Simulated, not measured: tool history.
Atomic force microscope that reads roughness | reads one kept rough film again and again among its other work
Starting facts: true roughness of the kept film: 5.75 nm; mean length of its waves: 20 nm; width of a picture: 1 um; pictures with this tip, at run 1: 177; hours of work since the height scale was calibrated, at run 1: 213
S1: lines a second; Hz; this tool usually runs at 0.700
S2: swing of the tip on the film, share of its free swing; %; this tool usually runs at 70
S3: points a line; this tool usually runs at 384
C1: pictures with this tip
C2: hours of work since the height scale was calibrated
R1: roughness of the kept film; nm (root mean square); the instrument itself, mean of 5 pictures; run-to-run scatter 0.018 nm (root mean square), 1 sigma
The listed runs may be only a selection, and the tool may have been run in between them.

run,hour,S1,S2,S3,C1,C2,R1
1,0.0,0.700,70,384,177,213,3.740
2,25.3,0.700,70,384,217,227,3.581
# hour 53.4: new tip fitted
3,55.2,0.700,70,384,3,243,4.251
4,71.2,0.700,70,384,28,252,4.149
5,93.3,0.700,70,384,63,264,4.023
6,120.8,0.700,70,384,106,279,3.864
7,144.5,0.700,70,384,143,292,3.748
8,173.2,0.700,70,384,188,308,3.609
9,191.9,0.700,70,384,217,318,3.492
10,215.6,0.700,70,384,254,331,3.438
# hour 220.9: new tip fitted
11,241.9,0.700,81,384,33,345,4.085
12,262.2,3.678,70,384,64,356,3.682
13,283.4,3.678,70,384,98,368,3.567
14,307.6,3.678,70,384,136,381,3.452
# hour 311.0: height scale calibrated on a step standard
15,326.2,1.043,70,384,163,8,3.651
16,341.6,0.700,70,384,187,17,3.602
17,364.5,0.700,70,384,223,29,3.517
# hour 389.0: new tip fitted
18,394.1,0.700,56,384,8,45,4.325
# hour 397.3: height scale calibrated on a step standard, once more
19,422.8,0.700,56,384,51,14,4.094
20,437.0,1.431,70,384,73,22,3.915
21,466.2,1.431,70,384,119,38,3.727
22,493.0,0.700,70,466,161,52,3.726
23,509.5,0.700,70,610,187,61,3.635
24,540.7,1.205,70,384,236,79,3.409
# hour 556.4: new tip fitted
25,565.6,1.205,70,384,14,92,4.104
26,578.7,0.700,70,471,34,99,4.129
27,592.6,2.496,80,285,56,107,3.559
28,610.5,0.557,89,505,84,117,3.855
29,623.2,0.557,89,505,104,123,3.768
30,642.6,0.557,58,505,135,134,3.840
31,673.4,1.532,56,595,183,151,3.617
32,694.2,0.880,81,403,215,162,3.386
33,708.9,0.880,81,403,238,170,3.360
# hour 724.6: new tip fitted
34,725.9,3.683,73,346,2,179,3.820
35,748.2,2.786,70,787,37,192,3.927
36,770.6,3.083,70,290,72,204,3.676
37,798.9,3.083,70,290,116,219,3.554
38,825.2,1.413,70,524,158,234,3.642
39,849.8,1.413,70,524,196,247,3.549
40,876.0,1.220,70,524,237,262,3.437
# hour 891.3: new tip fitted
41,903.6,1.220,70,524,20,277,4.049
42,929.8,1.220,70,524,61,291,3.940
43,950.6,3.628,63,287,93,302,3.609
44,969.0,2.809,57,1021,122,312,3.765
45,985.4,0.700,70,620,148,321,3.696
46,1014.9,0.700,70,620,194,338,3.532
47,1043.5,0.700,66,620,239,353,3.420
# hour 1057.4: new tip fitted
48,1058.6,0.700,56,550,2,361,4.388
49,1081.3,0.700,56,550,37,374,4.249
50,1101.3,3.103,76,312,68,385,3.598
51,1129.9,3.103,76,312,113,400,3.462
52,1159.3,0.700,70,918,159,416,3.765

Below are 4 alternative next runs, each starting from the tool's condition after run 52. Predict each:
A,1181.6,0.951,70,886,194,429,?
B,1181.6,1.815,59,329,194,429,?
C,1181.6,1.180,70,918,194,429,?
D,1181.6,0.595,83,582,194,429,?

run,R1
A,3.617
B,3.583
C,3.590
D,3.558
Without the tool's unlogged condition, the same runs would have read:
run,R1
A,4.312
B,4.271
C,4.280
D,4.241

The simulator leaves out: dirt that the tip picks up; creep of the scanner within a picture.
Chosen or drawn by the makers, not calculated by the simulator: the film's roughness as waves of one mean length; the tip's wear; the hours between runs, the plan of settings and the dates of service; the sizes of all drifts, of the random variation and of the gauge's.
